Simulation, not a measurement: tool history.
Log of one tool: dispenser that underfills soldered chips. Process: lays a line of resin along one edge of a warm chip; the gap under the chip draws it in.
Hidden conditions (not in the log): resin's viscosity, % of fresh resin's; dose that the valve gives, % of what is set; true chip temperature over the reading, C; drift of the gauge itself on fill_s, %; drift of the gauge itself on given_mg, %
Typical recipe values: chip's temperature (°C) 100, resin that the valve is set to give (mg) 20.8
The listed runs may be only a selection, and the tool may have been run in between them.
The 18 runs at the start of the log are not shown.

| run | hour | chip's temperature (°C) | resin that the valve is set to give (mg) | hours of work since the syringe was changed | hours of work since the valve was cleaned | hours of work since the stage was calibrated | time until the resin shows at the far edge (s) | resin that the valve gave (mg) |
|---|---|---|---|---|---|---|---|---|
| 19 | 58.1 | 99 | 18.9 | 4 | 60 | 81 | 592.3 | 18.24 |
| 20 | 61.4 | 114 | 18.9 | 6 | 62 | 83 | 390.2 | 18.15 |
|  | 62.8 | dispensing valve cleaned and set on the balance |
| 21 | 66.8 | 113 | 23.6 | 9 | 2 | 86 | 473.1 | 23.56 |
| 22 | 69.5 | 100 | 24.2 | 10 | 4 | 88 | 840.2 | 24.10 |
|  | 70.1 | new syringe of resin |
| 23 | 73.0 | 100 | 24.2 | 2 | 6 | 90 | 482.6 | 24.13 |
| 24 | 75.0 | 110 | 21.8 | 3 | 7 | 91 | 369.0 | 21.73 |
| 25 | 77.6 | 110 | 21.8 | 5 | 9 | 93 | 400.1 | 21.58 |
| 26 | 79.7 | 106 | 19.8 | 6 | 10 | 94 | 515.9 | 19.73 |
| 27 | 82.0 | 87 | 25.1 | 7 | 12 | 95 | 1179.6 | 24.90 |
| 28 | 85.5 | 87 | 25.1 | 10 | 14 | 98 | 1345.4 | 24.85 |
|  | 87.3 | new syringe of resin |
| 29 | 89.4 | 106 | 20.9 | 1 | 16 | 100 | 380.2 | 20.74 |
| 30 | 92.6 | 106 | 20.9 | 3 | 18 | 102 | 441.6 | 20.64 |
| 31 | 96.4 | 91 | 19.8 | 6 | 20 | 104 | 893.1 | 19.52 |
| 32 | 100.5 | 91 | 19.8 | 8 | 23 | 107 | 1061.5 | 19.52 |
|  | 104.5 | new syringe of resin |
| 33 | 105.2 | 91 | 18.2 | 0 | 26 | 109 | 670.3 | 17.81 |

Consider 4 possible next runs. They are alternatives, not a sequence: every one starts from the tool as it was left by run 33. What does each give?
| A | 108.1 | 104 | 18.2 | 2 | 28 | 111 | ? | ? |
| B | 108.1 | 85 | 20.3 | 2 | 28 | 111 | ? | ? |
| C | 108.1 | 108 | 21.5 | 2 | 28 | 111 | ? | ? |
| D | 108.1 | 107 | 25.2 | 2 | 28 | 111 | ? | ? |

| run | time until the resin shows at the far edge (s) | resin that the valve gave (mg) |
|---|---|---|
| A | 450.3 | 17.91 |
| B | 942.9 | 20.02 |
| C | 377.9 | 21.13 |
| D | 395.1 | 24.65 |
Stripped of hidden state, with their random variation kept, the same runs would have yielded:
| run | time until the resin shows at the far edge (s) | resin that the valve gave (mg) |
|---|---|---|
| A | 379.8 | 18.23 |
| B | 795.1 | 20.38 |
| C | 319.7 | 21.51 |
| D | 334.6 | 25.09 |
